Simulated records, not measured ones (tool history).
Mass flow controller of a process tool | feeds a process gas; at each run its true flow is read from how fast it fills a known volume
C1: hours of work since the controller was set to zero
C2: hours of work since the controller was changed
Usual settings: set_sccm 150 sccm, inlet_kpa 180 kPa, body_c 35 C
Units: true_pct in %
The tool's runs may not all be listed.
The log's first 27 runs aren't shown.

Run 28, hour 6732.4: usual settings but set_sccm 192 sccm, inlet_kpa 265 kPa; C1 3191; C2 7789. Result: true_pct 97.31 %.
Run 29, hour 6920.3: usual settings but set_sccm 192 sccm, inlet_kpa 144 kPa, body_c 32 C; C1 3313; C2 7911. Result: true_pct 98.52 %.
Run 30, hour 7128: usual settings but set_sccm 496 sccm, inlet_kpa 256 kPa, body_c 29 C; C1 3448; C2 8046. Result: true_pct 99.31 %.
Run 31, hour 7436.8: usual settings but inlet_kpa 164 kPa; C1 3648; C2 8247. Result: true_pct 97.63 %.
Run 32, hour 7734.2: usual settings but set_sccm 242 sccm, inlet_kpa 166 kPa; C1 3841; C2 8440. Result: true_pct 98.02 %.
Run 33, hour 7916.9: usual settings but set_sccm 242 sccm, inlet_kpa 166 kPa; C1 3960; C2 8559. Result: true_pct 98.13 %.
Run 34, hour 8146.1: usual settings but set_sccm 242 sccm, inlet_kpa 166 kPa; C1 4109; C2 8708. Result: true_pct 98.05 %.
At hour 8175: controller exchanged for a calibrated one.
Run 35, hour 8472: usual settings but set_sccm 242 sccm, inlet_kpa 166 kPa; C1 193; C2 193. Result: true_pct 98.07 %.
Run 36, hour 8646.8: usual settings but set_sccm 241 sccm, inlet_kpa 160 kPa, body_c 29 C; C1 307; C2 307. Result: true_pct 98.72 %.
Run 37, hour 8820.4: usual settings but set_sccm 89 sccm, inlet_kpa 160 kPa, body_c 24 C; C1 419; C2 419. Result: true_pct 98.49 %.
Run 38, hour 9014.2: usual settings but set_sccm 390 sccm, inlet_kpa 217 kPa, body_c 23 C; C1 545; C2 545. Result: true_pct 99.58 %.
Run 39, hour 9343: usual settings but set_sccm 218 sccm; C1 759; C2 759. Result: true_pct 97.89 %.
Run 40, hour 9589.3: usual settings but set_sccm 218 sccm, inlet_kpa 215 kPa, body_c 21 C; C1 919; C2 919. Result: true_pct 99.06 %.
Run 41, hour 9825.6: usual settings but inlet_kpa 224 kPa; C1 1072; C2 1072. Result: true_pct 97.31 %.
Run 42, hour 10029.7: usual settings but inlet_kpa 224 kPa; C1 1205; C2 1205. Result: true_pct 97.25 %.
Run 43, hour 10182.6: usual settings but set_sccm 206 sccm, inlet_kpa 185 kPa; C1 1304; C2 1304. Result: true_pct 97.74 %.
Run 44, hour 10447.6: usual settings but set_sccm 206 sccm, inlet_kpa 185 kPa; C1 1477; C2 1477. Result: true_pct 97.81 %.
Run 45, hour 10620.9: usual settings but set_sccm 206 sccm, inlet_kpa 185 kPa; C1 1589; C2 1589. Result: true_pct 97.78 %.
Run 46, hour 10870.3: usual settings but set_sccm 206 sccm, inlet_kpa 185 kPa; C1 1751; C2 1751. Result: true_pct 97.77 %.
Run 47, hour 11151.6: usual settings but set_sccm 279 sccm, inlet_kpa 214 kPa, body_c 29 C; C1 1934; C2 1934. Result: true_pct 98.62 %.
Run 48, hour 11306.9: usual settings but set_sccm 279 sccm, inlet_kpa 214 kPa, body_c 29 C; C1 2035; C2 2035. Result: true_pct 98.52 %.

Forecast each of these 4 alternatives for the next run:
Run A, hour 11596.5: usual settings but set_sccm 339 sccm, inlet_kpa 214 kPa, body_c 29 C; C1 2223; C2 2223. Result: true_pct ?.
Run B, hour 11596.5: usual settings but set_sccm 279 sccm, inlet_kpa 217 kPa, body_c 29 C; C1 2223; C2 2223. Result: true_pct ?.
Run C, hour 11596.5: usual settings but body_c 30 C; C1 2223; C2 2223. Result: true_pct ?.
Run D, hour 11596.5: usual settings but set_sccm 61 sccm, inlet_kpa 256 kPa; C1 2223; C2 2223. Result: true_pct ?.

run  true_pct
  A     98.85
  B     98.54
  C     98.08
  D     96.57
Without the tool's hidden state the same runs would have given:
run  true_pct
  A     98.84
  B     98.53
  C     98.08
  D     96.57
